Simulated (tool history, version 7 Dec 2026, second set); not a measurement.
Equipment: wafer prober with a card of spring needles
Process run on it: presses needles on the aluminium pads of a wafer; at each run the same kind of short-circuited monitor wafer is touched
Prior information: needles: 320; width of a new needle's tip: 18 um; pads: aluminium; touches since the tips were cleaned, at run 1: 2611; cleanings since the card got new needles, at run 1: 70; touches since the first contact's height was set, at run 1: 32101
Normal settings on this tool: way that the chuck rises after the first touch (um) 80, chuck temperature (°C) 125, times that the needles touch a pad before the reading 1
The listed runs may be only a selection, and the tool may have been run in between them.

run,hour,way that the chuck rises after the first touch (um),chuck temperature (°C),times that the needles touch a pad before the reading,touches since the tips were cleaned,cleanings since the card got new needles,touches since the first contact's height was set,resistance of one needle with its contact and lead (mohm),way that a needle slides on the pad (um)
1,0,80,125,1,2611,70,32101,156,10.005
# hour 10.4: tips cleaned on abrasive film
2,12.5,80,125,1,1214,71,39505,158,10
# hour 24: tips cleaned on abrasive film
3,29.6,80,125,1,3342,72,49709,158,10.013
# hour 38.3: tips cleaned on abrasive film
4,45.2,80,125,1,4153,73,59004,154,10.008
# hour 52.5: tips cleaned on abrasive film
# hour 65.8: tips cleaned on abrasive film
5,71.6,80,125,1,3448,75,74676,159,10.005
# hour 80.9: tips cleaned on abrasive film
# hour 83.4: height of the first contact set anew
6,93.5,80,125,1,7389,76,6022,157,10.004
# hour 96: tips cleaned on abrasive film
7,107.3,80,125,1,6770,77,14228,157,10.017
# hour 110: tips cleaned on abrasive film
# hour 123.4: tips cleaned on abrasive film
8,130.9,98,125,1,4483,79,28211,153,12.264
# hour 136.9: tips cleaned on abrasive film
# hour 150.3: tips cleaned on abrasive film
9,154.6,75,125,1,2605,81,42315,159,9.383
# hour 163.8: tips cleaned on abrasive film
# hour 177.1: tips cleaned on abrasive film
10,178.9,80,32,1,1088,83,56754,142,10.005
# hour 192.3: tips cleaned on abrasive film
11,192.6,80,32,1,176,84,64856,142,10.013
# hour 206.2: tips cleaned on abrasive film
12,210.4,88,32,1,2548,85,75512,139,11.011
# hour 219.5: tips cleaned on abrasive film
# hour 219.8: height of the first contact set anew
13,229.6,88,32,1,5878,86,5878,142,11.007
# hour 235: tips cleaned on abrasive film
14,246.7,88,32,1,6981,87,16078,139,11.007
# hour 249.2: tips cleaned on abrasive film
# hour 262.6: tips cleaned on abrasive film
15,271.8,88,32,1,5523,89,31015,141,11.009
# hour 276.3: tips cleaned on abrasive film
16,288.9,88,32,1,7559,90,41153,142,11.007
# hour 290.8: tips cleaned on abrasive film
# hour 304: tips cleaned on abrasive film
17,305.3,78,119,2,732,92,50845,155,9.767
# hour 317.3: tips cleaned on abrasive film
18,320.6,81,99,1,1987,93,59996,151,10.132
# hour 331: tips cleaned on abrasive film
19,341.2,93,125,1,6107,94,72238,154,11.629
# hour 345.3: tips cleaned on abrasive film
# hour 355.3: height of the first contact set anew
# hour 359.7: tips cleaned on abrasive film
20,360.5,80,112,2,491,96,3021,154,10.005
# hour 374.2: tips cleaned on abrasive film
21,380.7,80,112,2,3908,97,15088,156,10.011
# hour 387.6: tips cleaned on abrasive film
22,393.5,92,26,1,3516,98,22674,140,11.49
# hour 401.3: tips cleaned on abrasive film
# hour 414.7: tips cleaned on abrasive film
23,420,76,47,1,3152,100,38408,147,9.508
# hour 429.3: tips cleaned on abrasive film
24,436.1,76,47,1,4093,101,48034,146,9.507
# hour 443.6: tips cleaned on abrasive film
# hour 458.5: tips cleaned on abrasive film
25,460.8,78,26,2,1422,103,62703,138,9.744
# hour 473.6: tips cleaned on abrasive film
26,474.7,80,30,3,642,104,70946,141,10.004
# hour 487.4: tips cleaned on abrasive film
27,488.3,80,30,3,519,105,79009,138,9.994
# hour 490.9: height of the first contact set anew
# hour 501.8: tips cleaned on abrasive film
28,511.9,80,78,3,6088,106,12522,148,10.011
# hour 516.1: tips cleaned on abrasive film
29,527.7,80,78,3,6985,107,21919,149,10.016
# hour 529.7: tips cleaned on abrasive film
# hour 544: tips cleaned on abrasive film
30,546.9,80,61,2,1733,109,33296,146,10.003
# hour 558.1: tips cleaned on abrasive film
31,560,73,73,1,1126,110,41046,151,9.133

Forecast each of these 4 alternatives for the next run:
# hour 573.7: tips cleaned on abrasive film
A,576.4,80,68,2,1615,111,50800,?,?
# hour 573.7: tips cleaned on abrasive film
B,576.4,67,103,1,1615,111,50800,?,?
# hour 573.7: tips cleaned on abrasive film
C,576.4,74,73,1,1615,111,50800,?,?
# hour 573.7: tips cleaned on abrasive film
D,576.4,73,44,1,1615,111,50800,?,?

run,resistance of one needle with its contact and lead (mohm),way that a needle slides on the pad (um)
A,148,9.998
B,155,8.374
C,150,9.262
D,144,9.128
Stripped of hidden state, with their random variation kept, the same runs would have yielded:
run,resistance of one needle with its contact and lead (mohm),way that a needle slides on the pad (um)
A,148,9.999
B,155,8.374
C,150,9.263
D,144,9.128

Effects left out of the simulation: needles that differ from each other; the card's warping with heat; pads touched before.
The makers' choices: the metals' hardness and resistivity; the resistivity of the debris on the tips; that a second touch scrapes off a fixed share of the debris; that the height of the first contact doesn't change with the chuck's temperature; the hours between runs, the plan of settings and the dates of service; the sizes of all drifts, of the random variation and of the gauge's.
